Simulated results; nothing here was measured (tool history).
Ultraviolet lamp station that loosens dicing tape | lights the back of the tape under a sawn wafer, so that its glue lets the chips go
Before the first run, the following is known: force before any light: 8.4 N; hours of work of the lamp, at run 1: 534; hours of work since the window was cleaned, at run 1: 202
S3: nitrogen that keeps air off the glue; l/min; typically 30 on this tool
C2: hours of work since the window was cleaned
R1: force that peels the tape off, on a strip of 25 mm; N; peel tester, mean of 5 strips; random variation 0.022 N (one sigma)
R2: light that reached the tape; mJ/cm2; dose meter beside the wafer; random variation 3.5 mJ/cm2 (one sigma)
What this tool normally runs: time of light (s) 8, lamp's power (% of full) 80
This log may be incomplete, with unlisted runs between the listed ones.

Run 1, hour 0: usual settings; hours of work of the lamp 534; C2 202. Result: R1 1.562 N, R2 464 mJ/cm2.
Run 2, hour 43.1: usual settings; hours of work of the lamp 552; C2 220. Result: R1 1.586 N, R2 462 mJ/cm2.
Run 3, hour 69.2: usual settings; hours of work of the lamp 563; C2 231. Result: R1 1.613 N, R2 468 mJ/cm2.
Run 4, hour 110.4: usual settings; hours of work of the lamp 580; C2 249. Result: R1 1.684 N, R2 458 mJ/cm2.
Run 5, hour 135.7: usual settings but S3 37 l/min; hours of work of the lamp 591; C2 259. Result: R1 1.5 N, R2 454 mJ/cm2.
Run 6, hour 168.3: usual settings but time of light (s) 4; hours of work of the lamp 605; C2 273. Result: R1 3.696 N, R2 226 mJ/cm2.
Run 7, hour 205.5: usual settings but time of light (s) 4; hours of work of the lamp 620; C2 289. Result: R1 3.684 N, R2 226 mJ/cm2.
Run 8, hour 249.8: usual settings but lamp's power (% of full) 62; hours of work of the lamp 639; C2 307. Result: R1 2.422 N, R2 342 mJ/cm2.
Run 9, hour 294.2: usual settings but lamp's power (% of full) 62, S3 14 l/min; hours of work of the lamp 657; C2 326. Result: R1 3.207 N, R2 339 mJ/cm2.
Run 10, hour 317.2: usual settings but time of light (s) 12; hours of work of the lamp 667; C2 336. Result: R1 0.913 N, R2 649 mJ/cm2.
Run 11, hour 361.6: usual settings; hours of work of the lamp 686; C2 354. Result: R1 1.804 N, R2 429 mJ/cm2.
Run 12, hour 397.5: usual settings; hours of work of the lamp 701; C2 369. Result: R1 1.783 N, R2 425 mJ/cm2.
Run 13, hour 421.1: usual settings; hours of work of the lamp 711; C2 379. Result: R1 1.911 N, R2 416 mJ/cm2.
Run 14, hour 452.7: usual settings; hours of work of the lamp 724; C2 393. Result: R1 1.927 N, R2 419 mJ/cm2.
Run 15, hour 482.6: usual settings; hours of work of the lamp 737; C2 405. Result: R1 1.875 N, R2 412 mJ/cm2.
Run 16, hour 514.1: usual settings; hours of work of the lamp 750; C2 418. Result: R1 1.895 N, R2 409 mJ/cm2.
Run 17, hour 549.5: usual settings; hours of work of the lamp 765; C2 433. Result: R1 1.97 N, R2 402 mJ/cm2.
At hour 554.6: window cleaned of glue's vapour.
Run 18, hour 576: usual settings but S3 24 l/min; hours of work of the lamp 776; C2 9. Result: R1 1.641 N, R2 484 mJ/cm2.
Run 19, hour 608.9: usual settings but S3 26 l/min; hours of work of the lamp 790; C2 23. Result: R1 1.565 N, R2 478 mJ/cm2.
Run 20, hour 639: usual settings but S3 26 l/min; hours of work of the lamp 802; C2 35. Result: R1 1.619 N, R2 476 mJ/cm2.
Run 21, hour 686.2: usual settings but S3 26 l/min; hours of work of the lamp 822; C2 55. Result: R1 1.691 N, R2 474 mJ/cm2.
Run 22, hour 735.2: usual settings but S3 26 l/min; hours of work of the lamp 843; C2 76. Result: R1 1.639 N, R2 461 mJ/cm2.
Run 23, hour 755.6: usual settings but lamp's power (% of full) 66, S3 26 l/min; hours of work of the lamp 851; C2 84. Result: R1 2.212 N, R2 378 mJ/cm2.
Run 24, hour 793.5: usual settings but time of light (s) 4, lamp's power (% of full) 63, S3 16 l/min; hours of work of the lamp 867; C2 100. Result: R1 4.914 N, R2 182 mJ/cm2.
Run 25, hour 836.8: usual settings but time of light (s) 4, lamp's power (% of full) 61, S3 39 l/min; hours of work of the lamp 885; C2 119. Result: R1 4.246 N, R2 171 mJ/cm2.
Run 26, hour 863.3: usual settings but time of light (s) 12, lamp's power (% of full) 76; hours of work of the lamp 896; C2 130. Result: R1 0.88 N, R2 630 mJ/cm2.
Run 27, hour 893.9: usual settings but time of light (s) 12, lamp's power (% of full) 76; hours of work of the lamp 909; C2 143. Result: R1 0.929 N, R2 632 mJ/cm2.
Run 28, hour 937.7: usual settings but time of light (s) 7, lamp's power (% of full) 74, S3 16 l/min; hours of work of the lamp 928; C2 161. Result: R1 2.945 N, R2 352 mJ/cm2.
Run 29, hour 985.8: usual settings but time of light (s) 9, lamp's power (% of full) 64, S3 23 l/min; hours of work of the lamp 948; C2 181. Result: R1 2.196 N, R2 390 mJ/cm2.
Run 30, hour 1035.6: usual settings but time of light (s) 10, lamp's power (% of full) 74; hours of work of the lamp 969; C2 202. Result: R1 1.388 N, R2 491 mJ/cm2.
Run 31, hour 1055.9: usual settings but time of light (s) 14, lamp's power (% of full) 83, S3 11 l/min; hours of work of the lamp 977; C2 211. Result: R1 1.182 N, R2 772 mJ/cm2.
Run 32, hour 1091.3: usual settings but time of light (s) 5, lamp's power (% of full) 66, S3 21 l/min; hours of work of the lamp 992; C2 226. Result: R1 4.288 N, R2 212 mJ/cm2.
Run 33, hour 1121.5: usual settings but lamp's power (% of full) 75, S3 13 l/min; hours of work of the lamp 1005; C2 238. Result: R1 2.908 N, R2 386 mJ/cm2.
Run 34, hour 1142: usual settings but time of light (s) 10, lamp's power (% of full) 65; hours of work of the lamp 1014; C2 247. Result: R1 1.799 N, R2 423 mJ/cm2.
Run 35, hour 1168.4: usual settings but time of light (s) 10, lamp's power (% of full) 87; hours of work of the lamp 1025; C2 258. Result: R1 1.144 N, R2 556 mJ/cm2.
Run 36, hour 1195.6: usual settings but time of light (s) 10, lamp's power (% of full) 87, S3 15 l/min; hours of work of the lamp 1036; C2 269. Result: R1 1.721 N, R2 554 mJ/cm2.
Run 37, hour 1244.9: usual settings but time of light (s) 12, S3 40 l/min; hours of work of the lamp 1057; C2 290. Result: R1 0.859 N, R2 601 mJ/cm2.
Run 38, hour 1284.2: usual settings but time of light (s) 12, lamp's power (% of full) 62, S3 26 l/min; hours of work of the lamp 1073; C2 307. Result: R1 1.777 N, R2 457 mJ/cm2.
Run 39, hour 1328: usual settings but time of light (s) 12, lamp's power (% of full) 89, S3 25 l/min; hours of work of the lamp 1092; C2 325. Result: R1 0.962 N, R2 651 mJ/cm2.
Run 40, hour 1371.7: usual settings but time of light (s) 10, lamp's power (% of full) 76, S3 12 l/min; hours of work of the lamp 1110; C2 343. Result: R1 2.488 N, R2 457 mJ/cm2.
Run 41, hour 1398: usual settings but time of light (s) 4, lamp's power (% of full) 76, S3 24 l/min; hours of work of the lamp 1121; C2 354. Result: R1 4.562 N, R2 182 mJ/cm2.
Run 42, hour 1432.1: usual settings but time of light (s) 4, lamp's power (% of full) 70, S3 24 l/min; hours of work of the lamp 1135; C2 369. Result: R1 4.842 N, R2 163 mJ/cm2.
Run 43, hour 1464: usual settings but lamp's power (% of full) 95, S3 35 l/min; hours of work of the lamp 1149; C2 382. Result: R1 1.588 N, R2 446 mJ/cm2.

What if the next run were any one of these 4? Each begins from the tool's condition after run 43:
Run A, hour 1484.2: usual settings but S3 13 l/min; hours of work of the lamp 1157; C2 391. Result: R1 ?, R2 ?.
Run B, hour 1484.2: usual settings; hours of work of the lamp 1157; C2 391. Result: R1 ?, R2 ?.
Run C, hour 1484.2: usual settings but time of light (s) 7; hours of work of the lamp 1157; C2 391. Result: R1 ?, R2 ?.
Run D, hour 1484.2: usual settings but time of light (s) 6, lamp's power (% of full) 89, S3 23 l/min; hours of work of the lamp 1157; C2 391. Result: R1 ?, R2 ?.

run     R1   R2
  A  3.022  367
  B  2.083  372
  C  2.491  326
  D   3.08  311
The same runs, with their run-to-run variation unchanged, on a tool lacking any hidden condition would have given:
run     R1   R2
  A  1.742  574
  B  1.036  581
  C  1.327  509
  D  1.756  485

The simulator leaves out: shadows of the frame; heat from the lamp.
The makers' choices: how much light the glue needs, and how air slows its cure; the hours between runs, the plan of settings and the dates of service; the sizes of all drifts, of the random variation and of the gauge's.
